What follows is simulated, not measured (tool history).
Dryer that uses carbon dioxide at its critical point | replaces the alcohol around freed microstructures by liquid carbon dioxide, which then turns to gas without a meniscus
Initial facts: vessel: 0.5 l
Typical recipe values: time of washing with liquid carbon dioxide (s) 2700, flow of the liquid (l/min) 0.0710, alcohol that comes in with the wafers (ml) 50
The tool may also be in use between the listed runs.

run    day  time of washing with liquid carbon dioxide (s)  flow of the liquid (l/min)  alcohol that comes in with the wafers (ml)  alcohol left in the vessel before it's heated (ppm by volume)
  1  0.000                                            2700                      0.0710                                          50                                                            634
  2  0.517                                            2700                      0.0710                                          50                                                            653
  3  1.158                                            2700                      0.0710                                          50                                                            644
  4  2.112                                            2700                      0.0710                                          50                                                            657
  5  2.962                                            2700                      0.0710                                          50                                                            682
  6  3.829                                            2700                      0.0710                                          50                                                            668
  7  4.821                                            2700                      0.0710                                          50                                                            659
  8  5.358                                            2700                      0.0710                                          50                                                            665
  9  6.292                                            2460                      0.1187                                          50                                                            117
 10  6.758                                            2460                      0.1187                                          50                                                            122
 11  7.688                                            2700                      0.0710                                          21                                                            332
 12  8.396                                            3660                      0.0466                                          50                                                           1153
 13  9.379                                            2160                      0.0473                                          57                                                           7739

Had the tool no unlogged condition, and each run kept its random variation, what would the results have been?
Hidden conditions of the tool in this case: flow that reaches the vessel past the clogged filter, %; alcohol in the recycled carbon dioxide, ppm; drift of the gauge itself on alcohol_ppm, %.
run  alcohol left in the vessel before it's heated (ppm by volume)
  1                                                            541
  2                                                            555
  3                                                            545
  4                                                            551
  5                                                            568
  6                                                            552
  7                                                            539
  8                                                            541
  9                                                             42
 10                                                             43
 11                                                            231
 12                                                            969
 13                                                           7157

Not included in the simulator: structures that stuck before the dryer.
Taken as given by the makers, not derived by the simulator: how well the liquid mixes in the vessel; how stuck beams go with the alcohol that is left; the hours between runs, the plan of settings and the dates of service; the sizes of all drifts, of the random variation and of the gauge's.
